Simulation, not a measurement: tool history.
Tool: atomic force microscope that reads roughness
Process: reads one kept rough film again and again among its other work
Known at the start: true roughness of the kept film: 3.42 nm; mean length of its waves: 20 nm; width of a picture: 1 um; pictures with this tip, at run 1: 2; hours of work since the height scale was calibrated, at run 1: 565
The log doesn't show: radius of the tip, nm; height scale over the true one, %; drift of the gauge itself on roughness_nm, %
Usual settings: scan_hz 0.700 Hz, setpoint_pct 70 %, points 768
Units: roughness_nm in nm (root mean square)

run    hour  scan_hz  setpoint_pct  points  pictures with this tip  hours of work since the height scale was calibrated  roughness_nm
  1     0.0    0.700            70     768                       2                                                  565         2.607
  2    16.2    0.700            68     768                      31                                                  577         2.305
  3    43.9    3.876            70     768                      80                                                  598         1.671
  4    65.1    0.798            70     768                     118                                                  614         1.674
       75.6  -- new tip fitted
  5    94.9    0.798            70     418                      35                                                  637         2.288
  6   119.4    0.700            59     768                      79                                                  656         1.929
  7   133.7    0.700            70     768                     105                                                  666         1.728
      151.6  -- new tip fitted
  8   157.5    0.700            70     768                      11                                                  684         2.555
  9   179.1    0.700            70     768                      50                                                  701         2.178
 10   198.2    0.700            70     768                      84                                                  715         1.887
 11   214.2    0.700            70     768                     113                                                  728         1.729
      228.0  -- new tip fitted
 12   228.9    0.700            70     768                       1                                                  739         2.661
 13   258.2    1.317            70     768                      54                                                  761         2.071
 14   276.5    0.700            70     752                      87                                                  775         1.888
 15   299.7    0.700            70     752                     129                                                  793         1.643
      303.8  -- new tip fitted
 16   326.5    0.700            70     698                      41                                                  813         2.209
 17   345.3    0.700            70     698                      75                                                  827         1.977
 18   359.6    0.700            70     698                     101                                                  838         1.805
      380.8  -- new tip fitted
 19   387.3    0.700            70     764                      11                                                  859         2.505
 20   414.0    0.700            70     764                      60                                                  879         2.040
 21   432.6    0.700            70     764                      93                                                  894         1.781
 22   452.5    0.700            70     764                     129                                                  909         1.609
      456.8  -- new tip fitted
 23   468.1    0.700            70     764                      20                                                  920         2.442
 24   487.7    0.700            70     764                      55                                                  935         2.071
 25   501.3    0.700            70     764                      79                                                  946         1.888
 26   517.9    0.700            70     466                     109                                                  959         1.697
      533.7  -- new tip fitted
 27   533.7    0.700            70     334                       0                                                  970         2.629
 28   558.7    0.700            74     313                      45                                                  989         2.116
 29   581.8    0.986            68     370                      86                                                 1007         1.825
      611.5  -- new tip fitted
 30   612.1    0.700            89     856                       1                                                 1030         2.529
 31   638.8    0.700            89     856                      49                                                 1050         2.035
 32   663.6    0.700            89     856                      93                                                 1069         1.696
      687.6  -- new tip fitted
 33   687.6    0.700            89     856                       0                                                 1087         2.554
 34   708.0    2.727            89     308                      36                                                 1103         1.716
 35   726.6    2.198            60     811                      70                                                 1117         1.899
 36   748.7    2.028            70     479                     110                                                 1134         1.579
      763.9  -- new tip fitted
 37   763.9    2.028            63     839                       0                                                 1145         2.593
 38   780.6    0.939            63     670                      30                                                 1158         2.312
 39   810.5    0.939            63     670                      84                                                 1181         1.855
      840.3  -- new tip fitted
 40   840.3    0.939            63     670                       0                                                 1203         2.655
 41   853.4    0.939            63     670                      23                                                 1213         2.369
 42   877.2    0.939            63     670                      66                                                 1231         1.973
 43   899.4    0.939            63     670                     106                                                 1248         1.738
      916.3  -- new tip fitted
 44   918.5    0.939            63     670                       4                                                 1263         2.606
 45   946.7    0.939            63     670                      55                                                 1284         2.052
 46   967.3    1.013            69     530                      92                                                 1300         1.793
 47   988.9    0.700            70     990                     131                                                 1316         1.595
      992.5  -- new tip fitted
 48  1019.3    2.879            70     671                      48                                                 1339         1.957
 49  1044.4    0.665            60     399                      93                                                 1359         1.792
     1070.9  -- new tip fitted
 50  1074.0    0.665            57     399                       6                                                 1381         2.626
 51  1090.9    0.648            64     759                      37                                                 1394         2.256
 52  1112.8    0.959            87     438                      76                                                 1411         1.767
 53  1125.8    0.959            87     438                      99                                                 1421         1.620

Hidden state at the last listed run before each entry between runs and at the first one after, where it differs:
Between runs 4 and 5: new tip fitted (hour 75.6)
  radius of the tip, nm: 28.6 -> 12.9; height scale over the true one, %: 0.44 -> 0.46
  measured less the result without the state, roughness_nm: -0.975 -> -0.359 nm (root mean square)
Between runs 7 and 8: new tip fitted (hour 151.6)
  radius of the tip, nm: 27.3 -> 9; height scale over the true one, %: 0.47 -> 0.49
  measured less the result without the state, roughness_nm: -0.946 -> -0.127 nm (root mean square)
Between runs 11 and 12: new tip fitted (hour 228.0)
  radius of the tip, nm: 27.5 -> 7.3; height scale over the true one, %: 0.51 -> 0.52
  measured less the result without the state, roughness_nm: -0.951 -> -0.010 nm (root mean square)
Between runs 15 and 16: new tip fitted (hour 303.8)
  radius of the tip, nm: 30.4 -> 14.7; height scale over the true one, %: 0.55 -> 0.56
  measured less the result without the state, roughness_nm: -1.036 -> -0.452 nm (root mean square)
Between runs 18 and 19: new tip fitted (hour 380.8)
  radius of the tip, nm: 25 -> 9.3; height scale over the true one, %: 0.57 -> 0.59
  measured less the result without the state, roughness_nm: -0.870 -> -0.144 nm (root mean square)
Between runs 22 and 23: new tip fitted (hour 456.8)
  radius of the tip, nm: 31.9 -> 10.8; height scale over the true one, %: 0.61 -> 0.62
  measured less the result without the state, roughness_nm: -1.081 -> -0.240 nm (root mean square)
Between runs 26 and 27: new tip fitted (hour 533.7)
  radius of the tip, nm: 28.1 -> 7.2; height scale over the true one, %: 0.64 -> 0.65
  measured less the result without the state, roughness_nm: -0.961 -> +0.001 nm (root mean square)
Between runs 29 and 30: new tip fitted (hour 611.5)
  radius of the tip, nm: 23.4 -> 7.4; height scale over the true one, %: 0.67 -> 0.68
  measured less the result without the state, roughness_nm: -0.799 -> -0.011 nm (root mean square)
Between runs 32 and 33: new tip fitted (hour 687.6)
  radius of the tip, nm: 25.3 -> 7.3; height scale over the true one, %: 0.71 -> 0.72
  measured less the result without the state, roughness_nm: -0.832 -> -0.002 nm (root mean square)
Between runs 36 and 37: new tip fitted (hour 763.9)
  radius of the tip, nm: 28.9 -> 7.5; height scale over the true one, %: 0.74 -> 0.75
  measured less the result without the state, roughness_nm: -0.927 -> -0.019 nm (root mean square)
Between runs 39 and 40: new tip fitted (hour 840.3)
  radius of the tip, nm: 23.6 -> 7.4; height scale over the true one, %: 0.77 -> 0.79
  measured less the result without the state, roughness_nm: -0.819 -> -0.011 nm (root mean square)
Between runs 43 and 44: new tip fitted (hour 916.3)
  radius of the tip, nm: 27.5 -> 8.2; height scale over the true one, %: 0.81 -> 0.82
  measured less the result without the state, roughness_nm: -0.950 -> -0.066 nm (root mean square)
Between runs 47 and 48: new tip fitted (hour 992.5)
  radius of the tip, nm: 32.2 -> 16.6; height scale over the true one, %: 0.85 -> 0.87
  measured less the result without the state, roughness_nm: -1.072 -> -0.493 nm (root mean square)
Between runs 49 and 50: new tip fitted (hour 1070.9)
  radius of the tip, nm: 25.1 -> 8.4; height scale over the true one, %: 0.88 -> 0.89
  measured less the result without the state, roughness_nm: -0.864 -> -0.074 nm (root mean square)
